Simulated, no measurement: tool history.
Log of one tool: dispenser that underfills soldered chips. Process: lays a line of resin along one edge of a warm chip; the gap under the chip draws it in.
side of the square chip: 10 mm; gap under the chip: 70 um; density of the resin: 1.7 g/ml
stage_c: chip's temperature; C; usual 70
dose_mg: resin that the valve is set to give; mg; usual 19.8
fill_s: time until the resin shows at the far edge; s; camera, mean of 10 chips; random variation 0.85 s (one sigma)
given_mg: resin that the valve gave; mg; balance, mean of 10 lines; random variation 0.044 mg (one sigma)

{"run": 1, "hour": 0.0, "stage_c": 70, "dose_mg": 19.8, "fill_s": 121.8, "given_mg": 19.02}
{"hour": 5.0, "done": "new syringe of resin"}
{"run": 2, "hour": 5.2, "stage_c": 70, "dose_mg": 19.8, "fill_s": 78.6, "given_mg": 19.01}
{"run": 3, "hour": 12.8, "stage_c": 70, "dose_mg": 19.8, "fill_s": 116.3, "given_mg": 18.91}
{"run": 4, "hour": 17.8, "stage_c": 70, "dose_mg": 19.8, "fill_s": 152.5, "given_mg": 18.99}
{"hour": 18.6, "done": "new syringe of resin"}
{"run": 5, "hour": 21.7, "stage_c": 70, "dose_mg": 19.8, "fill_s": 94.4, "given_mg": 18.98}
{"hour": 25.0, "done": "dispensing valve cleaned and set on the balance"}
{"run": 6, "hour": 28.2, "stage_c": 70, "dose_mg": 19.8, "fill_s": 122.1, "given_mg": 19.7}
{"hour": 32.9, "done": "new syringe of resin"}
{"run": 7, "hour": 36.3, "stage_c": 70, "dose_mg": 19.8, "fill_s": 93.5, "given_mg": 19.72}
{"run": 8, "hour": 43.8, "stage_c": 70, "dose_mg": 19.8, "fill_s": 141.1, "given_mg": 19.63}

Run 9 comes next. What will it give?
{"hour": 46.1, "done": "new syringe of resin"}
{"run": 9, "hour": 49.7, "stage_c": 70, "dose_mg": 19.8, "fill_s": "?", "given_mg": "?"}

fill_s: 94.7 s
given_mg: 19.7 mg
Without the tool's hidden state the same run would have given fill_s 80 s, given_mg 19.86 mg.
